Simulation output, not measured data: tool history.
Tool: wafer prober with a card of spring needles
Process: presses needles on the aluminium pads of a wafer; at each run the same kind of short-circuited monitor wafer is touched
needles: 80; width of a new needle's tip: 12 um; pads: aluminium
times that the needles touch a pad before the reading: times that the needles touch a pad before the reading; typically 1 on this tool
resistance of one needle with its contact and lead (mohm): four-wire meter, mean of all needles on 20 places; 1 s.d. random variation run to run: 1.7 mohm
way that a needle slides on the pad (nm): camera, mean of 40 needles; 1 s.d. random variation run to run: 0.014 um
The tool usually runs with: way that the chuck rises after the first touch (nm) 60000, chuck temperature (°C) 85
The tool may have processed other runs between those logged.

run,hour,way that the chuck rises after the first touch (nm),chuck temperature (°C),times that the needles touch a pad before the reading,resistance of one needle with its contact and lead (mohm),way that a needle slides on the pad (nm)
1,0.0,60000,85,1,222,14730
# hour 18.9: tips cleaned on abrasive film
2,42.2,60000,85,1,279,14690
# hour 45.9: tips cleaned on abrasive film
# hour 72.0: tips cleaned on abrasive film
3,85.4,67000,85,1,250,16390
# hour 96.5: tips cleaned on abrasive film
4,110.2,62000,85,1,253,15160
# hour 121.0: tips cleaned on abrasive film
# hour 135.7: height of the first contact set anew
5,141.1,62000,85,1,268,15420
# hour 146.2: tips cleaned on abrasive film
# hour 170.1: tips cleaned on abrasive film
6,170.1,60000,85,1,186,14870
# hour 194.3: tips cleaned on abrasive film
7,208.8,60000,85,1,264,14910
# hour 219.1: tips cleaned on abrasive film
# hour 243.9: tips cleaned on abrasive film
8,253.1,60000,85,1,246,14860
# hour 269.4: tips cleaned on abrasive film
9,272.4,60000,85,1,216,14850
# hour 294.3: tips cleaned on abrasive film
10,295.1,60000,85,1,187,14820
# hour 319.5: tips cleaned on abrasive film
11,325.6,60000,26,1,219,14830
# hour 343.5: tips cleaned on abrasive film
# hour 368.1: tips cleaned on abrasive film
12,371.2,73000,29,2,181,18040
# hour 393.4: tips cleaned on abrasive film
13,413.0,73000,29,2,209,18070
# hour 420.4: tips cleaned on abrasive film
14,436.7,60000,60,2,223,14800
# hour 445.7: tips cleaned on abrasive film
# hour 470.4: tips cleaned on abrasive film
15,470.4,60000,60,2,171,14810
# hour 495.2: tips cleaned on abrasive film
16,504.7,60000,85,2,218,14780
# hour 519.6: tips cleaned on abrasive film
17,537.6,43000,110,2,274,10540
# hour 543.6: tips cleaned on abrasive film
# hour 567.8: tips cleaned on abrasive film
18,573.8,43000,57,2,230,10520
# hour 593.0: tips cleaned on abrasive film
19,596.7,43000,57,2,220,10500
# hour 617.5: tips cleaned on abrasive film
20,625.4,43000,57,2,243,10480

4 ways to go on from here, each from the tool as it stands after run 20. What would each give?
# hour 644.7: tips cleaned on abrasive film
A,657.4,60000,89,2,?,?
# hour 644.7: tips cleaned on abrasive film
B,657.4,43000,36,2,?,?
# hour 644.7: tips cleaned on abrasive film
C,657.4,43000,37,2,?,?
# hour 644.7: tips cleaned on abrasive film
D,657.4,60000,85,1,?,?

run,resistance of one needle with its contact and lead (mohm),way that a needle slides on the pad (nm)
A,224,14720
B,256,10480
C,260,10500
D,256,14710
Without the tool's unlogged condition, the same runs would have read:
run,resistance of one needle with its contact and lead (mohm),way that a needle slides on the pad (nm)
A,174,14930
B,165,10680
C,167,10700
D,172,14920
